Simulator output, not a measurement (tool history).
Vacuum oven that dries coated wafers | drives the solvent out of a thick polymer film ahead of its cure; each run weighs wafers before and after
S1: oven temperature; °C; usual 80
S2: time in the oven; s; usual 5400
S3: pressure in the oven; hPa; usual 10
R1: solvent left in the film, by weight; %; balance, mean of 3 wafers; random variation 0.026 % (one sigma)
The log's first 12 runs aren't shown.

Run 13, day 4.733: usual settings but S2 5100 s. Result: R1 1.6 %.
Run 14, day 5.117: usual settings but S2 5100 s. Result: R1 1.58 %.
Run 15, day 5.438: usual settings but S3 10.7 hPa. Result: R1 1.46 %.
Run 16, day 5.762: usual settings but S3 10.7 hPa. Result: R1 1.46 %.
Run 17, day 6.204: usual settings but S3 10.7 hPa. Result: R1 1.47 %.
Run 18, day 6.433: usual settings but S3 10.7 hPa. Result: R1 1.47 %.
Run 19, day 6.758: usual settings but S2 3540 s, S3 23.9 hPa. Result: R1 3.07 %.
Run 20, day 7.146: usual settings but S2 7680 s, S3 21.3 hPa. Result: R1 1.19 %.
Run 21, day 7.675: usual settings but S2 7680 s, S3 21.3 hPa. Result: R1 1.22 %.
Run 22, day 8.179: usual settings but S1 93 °C, S2 4500 s, S3 7.6 hPa. Result: R1 0.31 %.
Run 23, day 8.6: usual settings but S1 93 °C, S2 3720 s, S3 7.6 hPa. Result: R1 0.47 %.
Run 24, day 8.879: usual settings but S1 93 °C, S2 3720 s, S3 7.6 hPa. Result: R1 0.49 %.
Run 25, day 9.338: usual settings but S1 91 °C. Result: R1 0.38 %.
Run 26, day 9.846: usual settings but S1 75 °C, S3 5.3 hPa. Result: R1 2.32 %.
Run 27, day 10.175: usual settings but S3 16.6 hPa. Result: R1 1.7 %.
Run 28, day 10.588: usual settings but S3 16.6 hPa. Result: R1 1.69 %.
Run 29, day 10.908: usual settings but S3 16.6 hPa. Result: R1 1.65 %.
Run 30, day 11.3: usual settings but S2 3480 s, S3 16.6 hPa. Result: R1 2.89 %.
Run 31, day 11.608: usual settings but S2 8220 s, S3 16.6 hPa. Result: R1 0.98 %.
Run 32, day 11.933: usual settings but S1 83 °C, S2 4140 s, S3 22.3 hPa. Result: R1 1.9 %.
Run 33, day 12.442: usual settings but S1 83 °C, S2 4140 s, S3 22.3 hPa. Result: R1 1.89 %.
Run 34, day 12.733: usual settings but S1 83 °C, S2 4140 s, S3 22.3 hPa. Result: R1 1.91 %.
Run 35, day 13.058: usual settings but S1 67 °C, S2 6840 s, S3 10.3 hPa. Result: R1 3.81 %.

Forecast each of these 3 alternatives for the next run:
Run A, day 13.588: usual settings but S1 67 °C, S2 4320 s, S3 10.3 hPa. Result: R1 ?.
Run B, day 13.588: usual settings but S2 5340 s, S3 7.5 hPa. Result: R1 ?.
Run C, day 13.588: usual settings but S1 90 °C, S2 2880 s, S3 7 hPa. Result: R1 ?.

run    R1
  A  5.36
  B   1.4
  C  1.16
Without the tool's hidden state the same runs would have given:
run    R1
  A  5.37
  B  1.39
  C  1.17
